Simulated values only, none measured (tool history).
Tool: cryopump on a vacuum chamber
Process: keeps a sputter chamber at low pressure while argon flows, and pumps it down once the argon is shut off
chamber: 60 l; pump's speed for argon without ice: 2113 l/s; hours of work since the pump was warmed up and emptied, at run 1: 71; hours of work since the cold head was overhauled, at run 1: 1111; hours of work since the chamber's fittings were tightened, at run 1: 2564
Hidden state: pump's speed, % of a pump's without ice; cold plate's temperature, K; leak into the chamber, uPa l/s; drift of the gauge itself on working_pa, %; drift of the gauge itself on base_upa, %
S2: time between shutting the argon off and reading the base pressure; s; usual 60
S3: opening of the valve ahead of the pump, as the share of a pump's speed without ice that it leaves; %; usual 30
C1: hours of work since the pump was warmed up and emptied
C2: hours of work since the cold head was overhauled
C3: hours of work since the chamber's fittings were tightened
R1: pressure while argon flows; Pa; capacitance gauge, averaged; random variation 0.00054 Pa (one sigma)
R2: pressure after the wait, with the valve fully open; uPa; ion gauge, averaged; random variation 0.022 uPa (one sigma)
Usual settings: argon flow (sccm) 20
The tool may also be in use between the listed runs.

Run 1, hour 0.0: usual settings; C1 71; C2 1111; C3 2564. Result: R1 0.0550 Pa, R2 1.61 uPa.
Run 2, hour 34.9: usual settings; C1 99; C2 1138; C3 2591. Result: R1 0.0549 Pa, R2 1.64 uPa.
Run 3, hour 73.1: usual settings but argon flow (sccm) 11; C1 129; C2 1168; C3 2621. Result: R1 0.0298 Pa, R2 1.70 uPa.
Run 4, hour 99.2: usual settings but argon flow (sccm) 11; C1 149; C2 1189; C3 2642. Result: R1 0.0302 Pa, R2 1.68 uPa.
Run 5, hour 132.2: usual settings; C1 175; C2 1215; C3 2668. Result: R1 0.0566 Pa, R2 1.71 uPa.
Run 6, hour 169.6: usual settings but S3 19 %; C1 205; C2 1244; C3 2697. Result: R1 0.0863 Pa, R2 1.86 uPa.
Run 7, hour 197.2: usual settings but S3 19 %; C1 226; C2 1266; C3 2719. Result: R1 0.0868 Pa, R2 1.81 uPa.
Run 8, hour 227.8: usual settings but S3 19 %; C1 250; C2 1290; C3 2743. Result: R1 0.0887 Pa, R2 1.91 uPa.
Run 9, hour 273.0: usual settings but S3 19 %; C1 286; C2 1325; C3 2778. Result: R1 0.0881 Pa, R2 1.97 uPa.
Run 10, hour 295.2: usual settings; C1 303; C2 1343; C3 2796. Result: R1 0.0573 Pa, R2 1.94 uPa.
Run 11, hour 330.8: usual settings but S3 23 %; C1 331; C2 1371; C3 2824. Result: R1 0.0752 Pa, R2 2.01 uPa.
Run 12, hour 378.4: usual settings but S3 23 %; C1 369; C2 1408; C3 2861. Result: R1 0.0744 Pa, R2 2.11 uPa.
Run 13, hour 411.4: usual settings but argon flow (sccm) 38, S2 159 s, S3 59 %; C1 394; C2 1434; C3 2887. Result: R1 0.0649 Pa, R2 1.82 uPa.
Run 14, hour 441.1: usual settings but argon flow (sccm) 12, S2 187 s, S3 43 %; C1 418; C2 1457; C3 2910. Result: R1 0.0267 Pa, R2 1.82 uPa.
Run 15, hour 467.0: usual settings but argon flow (sccm) 12, S2 187 s, S3 43 %; C1 438; C2 1478; C3 2931. Result: R1 0.0267 Pa, R2 1.87 uPa.
Run 16, hour 515.9: usual settings but S2 67 s; C1 477; C2 1516; C3 2969. Result: R1 0.0617 Pa, R2 2.22 uPa.
At hour 531.8: pump warmed up, emptied and cooled again.
Run 17, hour 547.6: usual settings but argon flow (sccm) 33, S2 101 s, S3 24 %; C1 12; C2 1537; C3 2990. Result: R1 0.1104 Pa, R2 1.56 uPa.
Run 18, hour 587.5: usual settings but argon flow (sccm) 10, S2 214 s, S3 18 %; C1 44; C2 1568; C3 3021. Result: R1 0.0451 Pa, R2 1.43 uPa.
Run 19, hour 627.7: usual settings but argon flow (sccm) 38, S2 85 s; C1 75; C2 1600; C3 3053. Result: R1 0.1025 Pa, R2 1.64 uPa.
Run 20, hour 658.8: usual settings but argon flow (sccm) 38, S2 85 s; C1 100; C2 1624; C3 3077. Result: R1 0.1047 Pa, R2 1.75 uPa.
At hour 665.0: leaking fittings of the chamber tightened, without venting.
Run 21, hour 711.8: usual settings but argon flow (sccm) 12, S2 23 s, S3 31 %; C1 140; C2 1664; C3 37. Result: R1 0.0325 Pa, R2 1.45 uPa.
Run 22, hour 742.4: usual settings but argon flow (sccm) 12, S2 23 s, S3 31 %; C1 164; C2 1688; C3 61. Result: R1 0.0324 Pa, R2 1.46 uPa.
Run 23, hour 789.6: usual settings but argon flow (sccm) 12, S2 23 s, S3 31 %; C1 201; C2 1726; C3 98. Result: R1 0.0319 Pa, R2 1.50 uPa.
Run 24, hour 828.7: usual settings but argon flow (sccm) 12, S2 23 s, S3 31 %; C1 232; C2 1756; C3 129. Result: R1 0.0327 Pa, R2 1.53 uPa.

Measured less the same run without the tool's hidden state. The same run-to-run variation is in both; the gauge's scatter may not be:
run       R1     R2
  1  +0.0013  +0.99
  2  +0.0016  +1.00
  3  +0.0011  +1.07
  4  +0.0013  +1.07
  5  +0.0027  +1.09
  6  +0.0032  +1.18
  7  +0.0036  +1.19
  8  +0.0039  +1.26
  9  +0.0045  +1.32
 10  +0.0048  +1.33
 11  +0.0054  +1.39
 12  +0.0061  +1.48
 13  +0.0129  +1.51
 14  +0.0044  +1.53
 15  +0.0046  +1.60
 16  +0.0087  +1.67
 17  +0.0007  +1.11
 18  +0.0004  +1.14
 19  +0.0022  +1.14
 20  +0.0029  +1.24
 21  +0.0012  +0.03
 22  +0.0014  +0.05
 23  +0.0017  +0.07
 24  +0.0019  +0.09
